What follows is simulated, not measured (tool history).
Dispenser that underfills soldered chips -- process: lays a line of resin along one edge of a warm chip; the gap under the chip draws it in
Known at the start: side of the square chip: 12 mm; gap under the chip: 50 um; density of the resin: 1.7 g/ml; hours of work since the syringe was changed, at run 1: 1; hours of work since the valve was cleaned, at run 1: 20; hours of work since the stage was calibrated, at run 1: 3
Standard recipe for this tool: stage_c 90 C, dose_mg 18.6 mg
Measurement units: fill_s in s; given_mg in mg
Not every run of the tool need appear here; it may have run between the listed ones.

run	hour	stage_c	dose_mg	hours of work since the syringe was changed	hours of work since the valve was cleaned	hours of work since the stage was calibrated	fill_s	given_mg
1	0.0	90	18.6	1	20	3	155.8	18.36
2	6.7	90	18.6	6	25	8	190.2	18.32
# hour 8.9: new syringe of resin
3	13.7	80	18.6	4	30	13	256.6	18.17
# hour 19.0: new syringe of resin
4	19.5	90	23.9	0	34	18	148.9	23.23
5	23.7	90	20.3	4	38	21	172.2	19.75
# hour 29.7: new syringe of resin
6	31.6	90	20.3	2	44	27	157.9	19.64
7	37.7	90	20.3	6	49	32	192.0	19.49
# hour 40.2: new syringe of resin
8	45.7	90	19.7	4	55	38	178.1	18.99
9	49.1	90	19.7	7	57	41	199.3	18.74
# hour 50.5: new syringe of resin
10	56.3	90	19.7	5	63	46	178.6	18.78
# hour 59.0: dispensing valve cleaned and set on the balance
# hour 62.0: new syringe of resin
11	64.6	90	19.7	2	4	52	168.4	19.69
12	70.2	90	19.7	6	9	56	193.1	19.75
# hour 72.1: new syringe of resin
13	75.7	90	19.7	3	13	60	166.5	19.56
# hour 82.4: new syringe of resin
14	83.8	90	19.7	1	19	66	157.9	19.55
15	91.1	90	18.6	7	25	72	197.9	18.26
# hour 92.8: new syringe of resin
16	94.7	90	18.6	1	27	75	160.1	18.24
17	99.0	90	18.6	5	31	78	184.5	18.20
# hour 103.1: new syringe of resin
18	103.9	90	18.6	1	34	82	151.2	18.24
19	107.6	91	21.4	4	37	85	161.6	20.85
20	112.4	95	17.3	7	41	88	165.9	16.81
# hour 113.5: new syringe of resin
21	118.7	99	17.7	4	46	93	129.3	17.23
# hour 124.0: new syringe of resin
22	124.0	79	18.4	0	50	97	239.9	17.78
23	129.6	79	18.4	4	54	102	288.2	17.73
# hour 134.1: new syringe of resin
24	136.8	102	20.5	2	60	107	103.3	19.69
25	141.7	86	20.0	6	63	111	222.5	19.23
# hour 143.6: dispensing valve cleaned and set on the balance
# hour 145.3: new syringe of resin
26	149.2	93	19.1	3	4	116	149.1	18.96
27	154.5	93	18.0	7	8	120	177.0	17.89
# hour 155.8: new syringe of resin
28	159.1	104	20.2	3	12	123	95.8	20.07
# hour 165.9: new syringe of resin
29	167.2	104	20.2	1	18	130	92.1	19.94
30	173.1	100	19.4	6	23	134	126.7	19.17
# hour 176.5: new syringe of resin
31	179.4	100	19.4	2	27	139	110.4	18.98
# hour 186.7: new syringe of resin
32	187.1	96	17.1	0	33	145	127.4	16.74
33	191.6	96	17.1	4	37	148	144.1	16.69
# hour 197.3: new syringe of resin
34	198.8	100	23.3	1	42	154	105.3	22.52

Hidden condition of the tool, last listed run before each entry between runs versus first listed run after:
Between runs 2 and 3: new syringe of resin (hour 8.9)
  resin's viscosity, % of fresh resin's: 128.6 -> 115.5; dose that the valve gives, % of what is set: 98.31 -> 97.93; true chip temperature over the reading, C: 0.16 -> 0.15
  measured result minus the result with no hidden state, fill_s: +41.7 -> +33.8 s; given_mg: -0.32 -> -0.39 mg
Between runs 3 and 4: new syringe of resin (hour 19.0)
  resin's viscosity, % of fresh resin's: 115.5 -> 100.9; dose that the valve gives, % of what is set: 97.93 -> 97.57; true chip temperature over the reading, C: 0.15 -> 0.13
  measured result minus the result with no hidden state, fill_s: +33.8 -> +0.7 s; given_mg: -0.39 -> -0.57 mg
Between runs 5 and 6: new syringe of resin (hour 29.7)
  resin's viscosity, % of fresh resin's: 115.3 -> 106; dose that the valve gives, % of what is set: 97.32 -> 96.85; true chip temperature over the reading, C: 0.13 -> 0.11
  measured result minus the result with no hidden state, fill_s: +22.6 -> +8.8 s; given_mg: -0.55 -> -0.64 mg
Between runs 7 and 8: new syringe of resin (hour 40.2)
  resin's viscosity, % of fresh resin's: 128.3 -> 119.3; dose that the valve gives, % of what is set: 96.49 -> 96.04; true chip temperature over the reading, C: 0.1 -> 0.08
  measured result minus the result with no hidden state, fill_s: +42.1 -> +29.1 s; given_mg: -0.71 -> -0.78 mg
Between runs 9 and 10: new syringe of resin (hour 50.5)
  resin's viscosity, % of fresh resin's: 132.6 -> 120.5; dose that the valve gives, % of what is set: 95.86 -> 95.44; true chip temperature over the reading, C: 0.07 -> 0.06
  measured result minus the result with no hidden state, fill_s: +49.2 -> +31.0 s; given_mg: -0.81 -> -0.90 mg
Between runs 10 and 11: dispensing valve cleaned and set on the balance (hour 59.0); new syringe of resin (hour 62.0)
  resin's viscosity, % of fresh resin's: 120.5 -> 110.7; dose that the valve gives, % of what is set: 95.44 -> 100.1; true chip temperature over the reading, C: 0.06 -> 0.04
  measured result minus the result with no hidden state, fill_s: +31.0 -> +15.9 s; given_mg: -0.90 -> +0.02 mg
Between runs 12 and 13: new syringe of resin (hour 72.1)
  resin's viscosity, % of fresh resin's: 131.7 -> 111.6; dose that the valve gives, % of what is set: 99.78 -> 99.47; true chip temperature over the reading, C: 0.03 -> 0.02
  measured result minus the result with no hidden state, fill_s: +46.6 -> +17.4 s; given_mg: -0.04 -> -0.11 mg
Between runs 13 and 14: new syringe of resin (hour 82.4)
  resin's viscosity, % of fresh resin's: 111.6 -> 105.8; dose that the valve gives, % of what is set: 99.47 -> 99.02; true chip temperature over the reading, C: 0.02 -> 0
  measured result minus the result with no hidden state, fill_s: +17.4 -> +8.8 s; given_mg: -0.11 -> -0.20 mg
Between runs 15 and 16: new syringe of resin (hour 92.8)
  resin's viscosity, % of fresh resin's: 132.8 -> 106.1; dose that the valve gives, % of what is set: 98.54 -> 98.34; true chip temperature over the reading, C: -0.01 -> -0.02
  measured result minus the result with no hidden state, fill_s: +49.5 -> +9.7 s; given_mg: -0.27 -> -0.31 mg
Between runs 17 and 18: new syringe of resin (hour 103.1)
  resin's viscosity, % of fresh resin's: 121.1 -> 101; dose that the valve gives, % of what is set: 98.09 -> 97.82; true chip temperature over the reading, C: -0.03 -> -0.04
  measured result minus the result with no hidden state, fill_s: +32.8 -> +2.3 s; given_mg: -0.35 -> -0.40 mg
Between runs 20 and 21: new syringe of resin (hour 113.5)
  resin's viscosity, % of fresh resin's: 131.5 -> 119; dose that the valve gives, % of what is set: 97.29 -> 96.94; true chip temperature over the reading, C: -0.06 -> -0.07
  measured result minus the result with no hidden state, fill_s: +40.8 -> +21.6 s; given_mg: -0.47 -> -0.54 mg
Between runs 21 and 22: new syringe of resin (hour 124.0)
  resin's viscosity, % of fresh resin's: 119 -> 101.4; dose that the valve gives, % of what is set: 96.94 -> 96.65; true chip temperature over the reading, C: -0.07 -> -0.08
  measured result minus the result with no hidden state, fill_s: +21.6 -> +5.5 s; given_mg: -0.54 -> -0.62 mg
Between runs 23 and 24: new syringe of resin (hour 134.1)
  resin's viscosity, % of fresh resin's: 120.9 -> 107.7; dose that the valve gives, % of what is set: 96.31 -> 95.91; true chip temperature over the reading, C: -0.1 -> -0.11
  measured result minus the result with no hidden state, fill_s: +52.2 -> +8.1 s; given_mg: -0.68 -> -0.84 mg
Between runs 25 and 26: dispensing valve cleaned and set on the balance (hour 143.6); new syringe of resin (hour 145.3)
  resin's viscosity, % of fresh resin's: 125.4 -> 111.5; dose that the valve gives, % of what is set: 95.62 -> 99.87; true chip temperature over the reading, C: -0.12 -> -0.13
  measured result minus the result with no hidden state, fill_s: +46.7 -> +16.1 s; given_mg: -0.88 -> -0.02 mg
Between runs 27 and 28: new syringe of resin (hour 155.8)
  resin's viscosity, % of fresh resin's: 131.3 -> 111.4; dose that the valve gives, % of what is set: 99.59 -> 99.33; true chip temperature over the reading, C: -0.15 -> -0.16
  measured result minus the result with no hidden state, fill_s: +43.1 -> +10.5 s; given_mg: -0.07 -> -0.14 mg
Between runs 28 and 29: new syringe of resin (hour 165.9)
  resin's viscosity, % of fresh resin's: 111.4 -> 103.3; dose that the valve gives, % of what is set: 99.33 -> 98.87; true chip temperature over the reading, C: -0.16 -> -0.17
  measured result minus the result with no hidden state, fill_s: +10.5 -> +3.6 s; given_mg: -0.14 -> -0.22 mg
Between runs 30 and 31: new syringe of resin (hour 176.5)
  resin's viscosity, % of fresh resin's: 124.1 -> 107.3; dose that the valve gives, % of what is set: 98.54 -> 98.19; true chip temperature over the reading, C: -0.18 -> -0.2
  measured result minus the result with no hidden state, fill_s: +25.5 -> +8.4 s; given_mg: -0.28 -> -0.36 mg
Between runs 31 and 32: new syringe of resin (hour 186.7)
  resin's viscosity, % of fresh resin's: 107.3 -> 102.4; dose that the valve gives, % of what is set: 98.19 -> 97.74; true chip temperature over the reading, C: -0.2 -> -0.21
  measured result minus the result with no hidden state, fill_s: +8.4 -> +4.6 s; given_mg: -0.36 -> -0.39 mg
Between runs 33 and 34: new syringe of resin (hour 197.3)
  resin's viscosity, % of fresh resin's: 117.8 -> 103.3; dose that the valve gives, % of what is set: 97.47 -> 97.03; true chip temperature over the reading, C: -0.22 -> -0.23
  measured result minus the result with no hidden state, fill_s: +23.6 -> +4.4 s; given_mg: -0.43 -> -0.69 mg

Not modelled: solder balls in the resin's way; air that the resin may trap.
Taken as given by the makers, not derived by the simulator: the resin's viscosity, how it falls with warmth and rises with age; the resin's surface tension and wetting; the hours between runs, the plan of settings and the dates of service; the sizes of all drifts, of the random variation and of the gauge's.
